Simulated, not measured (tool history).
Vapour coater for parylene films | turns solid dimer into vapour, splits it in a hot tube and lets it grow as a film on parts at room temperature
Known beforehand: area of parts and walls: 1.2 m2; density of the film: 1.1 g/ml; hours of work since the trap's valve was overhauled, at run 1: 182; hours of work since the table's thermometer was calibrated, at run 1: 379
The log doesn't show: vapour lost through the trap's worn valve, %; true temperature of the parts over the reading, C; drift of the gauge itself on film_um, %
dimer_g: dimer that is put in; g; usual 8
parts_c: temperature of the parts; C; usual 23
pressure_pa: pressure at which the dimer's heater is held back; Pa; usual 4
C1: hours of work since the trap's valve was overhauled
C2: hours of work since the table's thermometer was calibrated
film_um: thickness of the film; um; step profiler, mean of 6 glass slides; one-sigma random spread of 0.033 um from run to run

{"run": 1, "hour": 0.0, "dimer_g": 8, "parts_c": 23, "pressure_pa": 4, "C1": 182, "C2": 379, "film_um": 3.06}
{"run": 2, "hour": 16.8, "dimer_g": 8, "parts_c": 23, "pressure_pa": 4, "C1": 193, "C2": 390, "film_um": 3.01}
{"run": 3, "hour": 29.3, "dimer_g": 8, "parts_c": 23, "pressure_pa": 4, "C1": 200, "C2": 397, "film_um": 3.01}
{"run": 4, "hour": 41.1, "dimer_g": 8, "parts_c": 23, "pressure_pa": 4, "C1": 208, "C2": 404, "film_um": 2.96}
{"run": 5, "hour": 56.8, "dimer_g": 8, "parts_c": 23, "pressure_pa": 4, "C1": 217, "C2": 414, "film_um": 3}
{"run": 6, "hour": 65.7, "dimer_g": 8, "parts_c": 23, "pressure_pa": 4, "C1": 223, "C2": 420, "film_um": 2.91}
{"run": 7, "hour": 77.2, "dimer_g": 13, "parts_c": 23, "pressure_pa": 4, "C1": 230, "C2": 427, "film_um": 4.78}
{"run": 8, "hour": 90.5, "dimer_g": 13, "parts_c": 23, "pressure_pa": 4, "C1": 238, "C2": 435, "film_um": 4.76}
{"run": 9, "hour": 99.2, "dimer_g": 13, "parts_c": 23, "pressure_pa": 4, "C1": 243, "C2": 440, "film_um": 4.74}
{"hour": 108.2, "done": "trap's valve overhauled"}
{"run": 10, "hour": 118.0, "dimer_g": 13, "parts_c": 23, "pressure_pa": 4, "C1": 6, "C2": 449, "film_um": 5.27}
{"run": 11, "hour": 127.0, "dimer_g": 13, "parts_c": 23, "pressure_pa": 4, "C1": 12, "C2": 455, "film_um": 5.35}
{"run": 12, "hour": 141.6, "dimer_g": 8, "parts_c": 23, "pressure_pa": 4, "C1": 21, "C2": 464, "film_um": 3.21}
{"run": 13, "hour": 156.9, "dimer_g": 8, "parts_c": 23, "pressure_pa": 4, "C1": 30, "C2": 473, "film_um": 3.28}
{"run": 14, "hour": 164.4, "dimer_g": 8, "parts_c": 18, "pressure_pa": 4, "C1": 35, "C2": 478, "film_um": 3.71}
{"run": 15, "hour": 179.5, "dimer_g": 8, "parts_c": 18, "pressure_pa": 4, "C1": 44, "C2": 487, "film_um": 3.67}
{"run": 16, "hour": 191.7, "dimer_g": 8, "parts_c": 18, "pressure_pa": 8.06, "C1": 51, "C2": 495, "film_um": 3.2}
{"run": 17, "hour": 201.8, "dimer_g": 8, "parts_c": 18, "pressure_pa": 8.06, "C1": 58, "C2": 501, "film_um": 3.17}
{"run": 18, "hour": 218.8, "dimer_g": 8, "parts_c": 18, "pressure_pa": 8.06, "C1": 68, "C2": 511, "film_um": 3.16}
{"run": 19, "hour": 226.5, "dimer_g": 8, "parts_c": 18, "pressure_pa": 8.06, "C1": 73, "C2": 516, "film_um": 3.09}
{"run": 20, "hour": 239.1, "dimer_g": 4, "parts_c": 17, "pressure_pa": 9.37, "C1": 80, "C2": 524, "film_um": 1.57}
{"run": 21, "hour": 256.4, "dimer_g": 4, "parts_c": 20, "pressure_pa": 9.37, "C1": 91, "C2": 534, "film_um": 1.45}
{"run": 22, "hour": 273.7, "dimer_g": 9, "parts_c": 26, "pressure_pa": 10.5, "C1": 102, "C2": 545, "film_um": 2.65}
{"run": 23, "hour": 287.1, "dimer_g": 9, "parts_c": 26, "pressure_pa": 10.5, "C1": 110, "C2": 553, "film_um": 2.61}
{"run": 24, "hour": 295.0, "dimer_g": 13, "parts_c": 16, "pressure_pa": 4, "C1": 115, "C2": 558, "film_um": 6.15}
{"run": 25, "hour": 305.7, "dimer_g": 5, "parts_c": 18, "pressure_pa": 2.39, "C1": 121, "C2": 565, "film_um": 2.47}
{"run": 26, "hour": 315.1, "dimer_g": 11, "parts_c": 27, "pressure_pa": 10.97, "C1": 127, "C2": 570, "film_um": 3.06}
{"run": 27, "hour": 333.1, "dimer_g": 6, "parts_c": 23, "pressure_pa": 2.53, "C1": 138, "C2": 581, "film_um": 2.54}
{"run": 28, "hour": 348.9, "dimer_g": 9, "parts_c": 21, "pressure_pa": 4.66, "C1": 148, "C2": 591, "film_um": 3.53}
{"run": 29, "hour": 358.7, "dimer_g": 9, "parts_c": 21, "pressure_pa": 4.66, "C1": 154, "C2": 597, "film_um": 3.52}
{"run": 30, "hour": 366.7, "dimer_g": 8, "parts_c": 25, "pressure_pa": 4.82, "C1": 159, "C2": 602, "film_um": 2.78}
{"run": 31, "hour": 379.3, "dimer_g": 5, "parts_c": 33, "pressure_pa": 6.13, "C1": 167, "C2": 610, "film_um": 1.3}
{"run": 32, "hour": 389.2, "dimer_g": 3, "parts_c": 26, "pressure_pa": 4, "C1": 173, "C2": 616, "film_um": 1.06}
{"run": 33, "hour": 403.4, "dimer_g": 12, "parts_c": 25, "pressure_pa": 4, "C1": 181, "C2": 625, "film_um": 4.31}

Below are 3 alternative next runs, each starting from the tool's condition after run 33. Predict each:
{"run": "A", "hour": 420.6, "dimer_g": 6, "parts_c": 24, "pressure_pa": 3.25, "C1": 192, "C2": 635, "film_um": "?"}
{"run": "B", "hour": 420.6, "dimer_g": 5, "parts_c": 29, "pressure_pa": 4, "C1": 192, "C2": 635, "film_um": "?"}
{"run": "C", "hour": 420.6, "dimer_g": 9, "parts_c": 25, "pressure_pa": 6.82, "C1": 192, "C2": 635, "film_um": "?"}

run=A film_um=2.26
run=B film_um=1.58
run=C film_um=2.89
Take away the tool's hidden state, keep each run's random variation, and the runs would have read:
run=A film_um=2.45
run=B film_um=1.7
run=C film_um=3.13

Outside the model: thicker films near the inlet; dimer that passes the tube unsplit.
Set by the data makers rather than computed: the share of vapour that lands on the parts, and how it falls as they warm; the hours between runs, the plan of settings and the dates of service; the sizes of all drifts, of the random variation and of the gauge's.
